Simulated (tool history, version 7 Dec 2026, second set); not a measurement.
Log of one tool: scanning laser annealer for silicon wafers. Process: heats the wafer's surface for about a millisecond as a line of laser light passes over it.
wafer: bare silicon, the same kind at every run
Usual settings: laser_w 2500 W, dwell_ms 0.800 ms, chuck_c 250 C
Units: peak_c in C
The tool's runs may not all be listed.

Run 1, hour 0.0: usual settings. Result: peak_c 1009 C.
Run 2, hour 39.8: usual settings. Result: peak_c 1008 C.
Run 3, hour 96.3: usual settings. Result: peak_c 1005 C.
Run 4, hour 167.6: usual settings. Result: peak_c 999 C.
Run 5, hour 245.6: usual settings. Result: peak_c 993 C.
Run 6, hour 289.2: usual settings. Result: peak_c 995 C.
Run 7, hour 351.3: usual settings but laser_w 2332 W. Result: peak_c 941 C.
At hour 412.9: window over the wafer cleaned.
Run 8, hour 414.9: usual settings. Result: peak_c 1010 C.
Run 9, hour 458.7: usual settings. Result: peak_c 1005 C.
Run 10, hour 517.2: usual settings. Result: peak_c 1005 C.
Run 11, hour 588.6: usual settings. Result: peak_c 1002 C.
Run 12, hour 655.1: usual settings. Result: peak_c 1001 C.
Run 13, hour 732.3: usual settings. Result: peak_c 995 C.
At hour 778.9: optics aligned, line set to its width.
Run 14, hour 793.4: usual settings but chuck_c 212 C. Result: peak_c 960 C.
Run 15, hour 862.4: usual settings but chuck_c 212 C. Result: peak_c 957 C.
Run 16, hour 949.9: usual settings. Result: peak_c 991 C.
At hour 978.7: window over the wafer cleaned.
Run 17, hour 1029.0: usual settings but chuck_c 256 C. Result: peak_c 1017 C.
Run 18, hour 1072.9: usual settings but chuck_c 286 C. Result: peak_c 1045 C.
Run 19, hour 1157.8: usual settings but dwell_ms 0.797 ms. Result: peak_c 1004 C.
Run 20, hour 1212.4: usual settings but dwell_ms 0.797 ms. Result: peak_c 1000 C.
Run 21, hour 1294.7: usual settings but dwell_ms 0.589 ms. Result: peak_c 872 C.
Run 22, hour 1381.6: usual settings but dwell_ms 0.589 ms. Result: peak_c 871 C.
Run 23, hour 1434.1: usual settings but laser_w 2220 W, chuck_c 251 C. Result: peak_c 907 C.
Run 24, hour 1523.4: usual settings but laser_w 2220 W, chuck_c 243 C. Result: peak_c 899 C.
At hour 1537.2: window over the wafer cleaned.
Run 25, hour 1566.2: usual settings but chuck_c 263 C. Result: peak_c 1021 C.
Run 26, hour 1655.0: usual settings but laser_w 2263 W, dwell_ms 0.928 ms. Result: peak_c 990 C.
Run 27, hour 1719.4: usual settings but chuck_c 282 C. Result: peak_c 1032 C.
Run 28, hour 1802.2: usual settings but chuck_c 282 C. Result: peak_c 1029 C.
Run 29, hour 1886.1: usual settings but laser_w 2557 W, dwell_ms 0.704 ms, chuck_c 234 C. Result: peak_c 937 C.
Run 30, hour 1977.0: usual settings but laser_w 2557 W, dwell_ms 0.704 ms, chuck_c 234 C. Result: peak_c 933 C.
Run 31, hour 2030.6: usual settings but laser_w 2295 W, dwell_ms 0.971 ms, chuck_c 234 C. Result: peak_c 989 C.
Run 32, hour 2086.7: usual settings but laser_w 2431 W, dwell_ms 0.946 ms, chuck_c 265 C. Result: peak_c 1051 C.
At hour 2098.1: window over the wafer cleaned.
At hour 2111.4: optics aligned, line set to its width.
Run 33, hour 2139.8: usual settings but laser_w 2431 W, dwell_ms 0.946 ms, chuck_c 265 C. Result: peak_c 1082 C.
Run 34, hour 2227.1: usual settings but chuck_c 270 C. Result: peak_c 1026 C.
Run 35, hour 2271.1: usual settings but dwell_ms 0.816 ms, chuck_c 266 C. Result: peak_c 1028 C.
Run 36, hour 2341.5: usual settings but laser_w 2492 W, dwell_ms 0.934 ms, chuck_c 266 C. Result: peak_c 1083 C.
Run 37, hour 2393.9: usual settings but laser_w 2492 W, dwell_ms 0.934 ms, chuck_c 266 C. Result: peak_c 1082 C.
Run 38, hour 2483.2: usual settings but laser_w 2347 W. Result: peak_c 948 C.
Run 39, hour 2546.7: usual settings but laser_w 2218 W, dwell_ms 0.916 ms. Result: peak_c 963 C.
Run 40, hour 2622.5: usual settings but laser_w 2218 W, dwell_ms 0.916 ms. Result: peak_c 959 C.

Forecast each of these 3 alternatives for the next run:
At hour 2666.3: window over the wafer cleaned.
Run A, hour 2676.6: usual settings but laser_w 2414 W, dwell_ms 0.637 ms. Result: peak_c ?.
At hour 2666.3: window over the wafer cleaned.
Run B, hour 2676.6: usual settings but laser_w 2363 W, dwell_ms 0.916 ms. Result: peak_c ?.
At hour 2666.3: window over the wafer cleaned.
Run C, hour 2676.6: usual settings but laser_w 2672 W, chuck_c 264 C. Result: peak_c ?.

run  peak_c
  A     894
  B    1025
  C    1072
Without the tool's hidden state the same runs would have given:
run  peak_c
  A     905
  B    1039
  C    1087

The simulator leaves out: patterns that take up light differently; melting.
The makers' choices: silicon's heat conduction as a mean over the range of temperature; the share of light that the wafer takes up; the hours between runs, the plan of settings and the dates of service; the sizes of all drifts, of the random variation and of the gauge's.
